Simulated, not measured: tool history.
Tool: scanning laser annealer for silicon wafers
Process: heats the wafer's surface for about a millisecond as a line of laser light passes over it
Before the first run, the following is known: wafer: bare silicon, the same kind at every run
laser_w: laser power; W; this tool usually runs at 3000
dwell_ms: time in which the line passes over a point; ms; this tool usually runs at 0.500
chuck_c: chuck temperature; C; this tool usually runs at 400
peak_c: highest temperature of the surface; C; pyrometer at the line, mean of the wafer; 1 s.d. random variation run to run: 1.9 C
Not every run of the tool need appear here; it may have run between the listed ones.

| run | day | laser_w | dwell_ms | chuck_c | peak_c |
|---|---|---|---|---|---|
| 1 | 0.000 | 3000 | 0.500 | 400 | 1187 |
| 2 | 0.788 | 3000 | 0.500 | 400 | 1187 |
| 3 | 1.500 | 3000 | 0.500 | 400 | 1188 |
| 4 | 2.754 | 3000 | 0.500 | 390 | 1178 |
| 5 | 3.754 | 3000 | 0.500 | 400 | 1190 |
| 6 | 5.429 | 3000 | 0.500 | 400 | 1188 |
| 7 | 6.242 | 3000 | 0.500 | 400 | 1188 |
| 8 | 7.633 | 3000 | 0.500 | 400 | 1189 |
| 9 | 8.358 | 3000 | 0.500 | 400 | 1186 |
| 10 | 9.579 | 3000 | 0.500 | 400 | 1183 |
| 11 | 10.812 | 3000 | 0.500 | 400 | 1182 |
| 12 | 12.283 | 3000 | 0.500 | 400 | 1186 |
| 13 | 12.996 | 3000 | 0.500 | 400 | 1184 |
| 14 | 13.971 | 3000 | 0.500 | 423 | 1204 |
| 15 | 15.508 | 3000 | 0.500 | 423 | 1204 |
| 16 | 16.742 | 3000 | 0.500 | 400 | 1188 |
| 17 | 18.312 | 3000 | 0.500 | 409 | 1189 |
| 18 | 19.012 | 3000 | 0.500 | 400 | 1184 |
| 19 | 20.588 | 2605 | 0.500 | 400 | 1058 |
| 20 | 21.338 | 3000 | 0.605 | 400 | 1248 |
| 21 | 22.042 | 3000 | 0.605 | 400 | 1248 |
| 22 | 23.183 | 2950 | 0.502 | 423 | 1189 |
| 23 | 24.346 | 2781 | 0.365 | 385 | 1008 |
| 24 | 25.333 | 2721 | 0.490 | 400 | 1091 |
| 25 | 26.450 | 3158 | 0.475 | 400 | 1203 |
| 26 | 27.438 | 3158 | 0.475 | 400 | 1205 |
| 27 | 28.317 | 2887 | 0.588 | 386 | 1183 |
| 28 | 29.992 | 2785 | 0.500 | 407 | 1118 |
| 29 | 31.283 | 2785 | 0.500 | 407 | 1122 |
| 30 | 32.954 | 2715 | 0.552 | 433 | 1156 |
| 31 | 34.633 | 2593 | 0.480 | 400 | 1042 |
| 32 | 35.467 | 2593 | 0.480 | 400 | 1046 |
| 33 | 37.092 | 3037 | 0.500 | 400 | 1184 |
| 34 | 38.188 | 2616 | 0.500 | 413 | 1070 |
| 35 | 39.392 | 3000 | 0.482 | 382 | 1140 |
| 36 | 40.642 | 3000 | 0.538 | 416 | 1213 |
| 37 | 41.692 | 2894 | 0.444 | 407 | 1109 |
| 38 | 42.517 | 2894 | 0.444 | 407 | 1111 |
|  | 43.121 | window over the wafer cleaned |
| 39 | 43.783 | 3109 | 0.406 | 385 | 1140 |
| 40 | 44.788 | 3109 | 0.406 | 385 | 1140 |

Table of differences, measured result less the result of that run with no hidden state. Run-to-run variation is the same in both. Gauge scatter possibly is not:
Hidden conditions of the tool in this case: light that passes the window, % of a clean one's; laser's true power over the reading, %; width of the line over the set one, %; drift of the gauge itself on peak_c, C.
| run | peak_c |
|---|---|
| 1 | -19 |
| 2 | -20 |
| 3 | -19 |
| 4 | -21 |
| 5 | -20 |
| 6 | -22 |
| 7 | -22 |
| 8 | -22 |
| 9 | -23 |
| 10 | -23 |
| 11 | -24 |
| 12 | -24 |
| 13 | -25 |
| 14 | -25 |
| 15 | -26 |
| 16 | -26 |
| 17 | -27 |
| 18 | -28 |
| 19 | -24 |
| 20 | -31 |
| 21 | -31 |
| 22 | -28 |
| 23 | -24 |
| 24 | -27 |
| 25 | -32 |
| 26 | -32 |
| 27 | -33 |
| 28 | -30 |
| 29 | -30 |
| 30 | -32 |
| 31 | -28 |
| 32 | -29 |
| 33 | -36 |
| 34 | -31 |
| 35 | -36 |
| 36 | -38 |
| 37 | -34 |
| 38 | -34 |
| 39 | -13 |
| 40 | -14 |
